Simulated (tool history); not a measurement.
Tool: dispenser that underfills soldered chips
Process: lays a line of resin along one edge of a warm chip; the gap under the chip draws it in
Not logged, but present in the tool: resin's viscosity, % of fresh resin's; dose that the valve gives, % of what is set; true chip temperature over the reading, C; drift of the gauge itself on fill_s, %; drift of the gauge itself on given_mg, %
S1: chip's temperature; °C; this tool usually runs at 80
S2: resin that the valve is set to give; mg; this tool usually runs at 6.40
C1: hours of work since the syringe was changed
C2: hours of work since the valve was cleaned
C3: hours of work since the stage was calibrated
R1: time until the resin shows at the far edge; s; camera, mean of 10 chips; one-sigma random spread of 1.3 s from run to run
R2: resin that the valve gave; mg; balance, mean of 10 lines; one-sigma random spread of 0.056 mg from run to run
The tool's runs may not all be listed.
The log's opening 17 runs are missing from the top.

{"hour": 132.8, "done": "new syringe of resin"}
{"run": 18, "hour": 137.0, "S1": 94, "S2": 6.29, "C1": 3, "C2": 122, "C3": 174, "R1": 101.1, "R2": 5.81}
{"hour": 142.2, "done": "new syringe of resin"}
{"run": 19, "hour": 143.9, "S1": 80, "S2": 8.3, "C1": 1, "C2": 126, "C3": 178, "R1": 145.7, "R2": 7.47}
{"run": 20, "hour": 150.5, "S1": 88, "S2": 6.24, "C1": 5, "C2": 130, "C3": 182, "R1": 156.8, "R2": 5.76}
{"hour": 151.4, "done": "new syringe of resin"}
{"run": 21, "hour": 158.3, "S1": 88, "S2": 7.29, "C1": 4, "C2": 135, "C3": 187, "R1": 140.2, "R2": 6.51}
{"hour": 160.4, "done": "new syringe of resin"}
{"hour": 162.2, "done": "dispensing valve cleaned and set on the balance"}
{"run": 22, "hour": 163.8, "S1": 88, "S2": 7.29, "C1": 2, "C2": 1, "C3": 189, "R1": 114.7, "R2": 7.41}
{"hour": 170.6, "done": "new syringe of resin"}
{"run": 23, "hour": 172.0, "S1": 77, "S2": 6.79, "C1": 1, "C2": 6, "C3": 194, "R1": 158.6, "R2": 6.67}
{"run": 24, "hour": 177.2, "S1": 90, "S2": 6.44, "C1": 4, "C2": 9, "C3": 198, "R1": 132.5, "R2": 6.44}
{"hour": 179.8, "done": "new syringe of resin"}
{"run": 25, "hour": 182.7, "S1": 70, "S2": 7.29, "C1": 2, "C2": 13, "C3": 201, "R1": 227.6, "R2": 7.34}
{"hour": 188.6, "done": "new syringe of resin"}
{"run": 26, "hour": 188.6, "S1": 70, "S2": 7.29, "C1": 0, "C2": 16, "C3": 205, "R1": 194.4, "R2": 7.2}
{"run": 27, "hour": 195.4, "S1": 81, "S2": 6.26, "C1": 4, "C2": 20, "C3": 209, "R1": 188.2, "R2": 6.2}
{"hour": 197.5, "done": "new syringe of resin"}
{"run": 28, "hour": 200.6, "S1": 89, "S2": 7.93, "C1": 2, "C2": 24, "C3": 212, "R1": 110.6, "R2": 7.81}
{"hour": 207.0, "done": "new syringe of resin"}
{"run": 29, "hour": 207.3, "S1": 89, "S2": 7.93, "C1": 0, "C2": 28, "C3": 216, "R1": 97.7, "R2": 7.84}
{"hour": 216.2, "done": "new syringe of resin"}
{"run": 30, "hour": 216.8, "S1": 84, "S2": 7.19, "C1": 0, "C2": 33, "C3": 222, "R1": 120.9, "R2": 7.07}
{"run": 31, "hour": 221.6, "S1": 89, "S2": 7.19, "C1": 3, "C2": 37, "C3": 225, "R1": 130.8, "R2": 7.1}
{"hour": 225.4, "done": "new syringe of resin"}
{"run": 32, "hour": 225.9, "S1": 86, "S2": 6.4, "C1": 0, "C2": 39, "C3": 227, "R1": 113.9, "R2": 6.28}
{"run": 33, "hour": 232.3, "S1": 95, "S2": 5.47, "C1": 4, "C2": 43, "C3": 231, "R1": 117.6, "R2": 5.25}
{"hour": 234.3, "done": "new syringe of resin"}
{"run": 34, "hour": 239.5, "S1": 88, "S2": 6.47, "C1": 3, "C2": 48, "C3": 236, "R1": 133.2, "R2": 6.21}

3 options for the next run, each taken on its own from the tool as it stands now. Forecast them:
{"hour": 243.2, "done": "new syringe of resin"}
{"run": "A", "hour": 244.3, "S1": 76, "S2": 7.16, "C1": 1, "C2": 50, "C3": 239, "R1": "?", "R2": "?"}
{"hour": 243.2, "done": "new syringe of resin"}
{"run": "B", "hour": 244.3, "S1": 79, "S2": 6.96, "C1": 1, "C2": 50, "C3": 239, "R1": "?", "R2": "?"}
{"hour": 243.2, "done": "new syringe of resin"}
{"run": "C", "hour": 244.3, "S1": 88, "S2": 5.82, "C1": 1, "C2": 50, "C3": 239, "R1": "?", "R2": "?"}

run=A R1=165.3 R2=6.98
run=B R1=147.5 R2=6.81
run=C R1=110.7 R2=5.58
With the hidden condition removed and each run's random variation left untouched, the same runs would have given:
run=A R1=146.8 R2=7.23
run=B R1=131.0 R2=7.06
run=C R1=98.2 R2=5.79
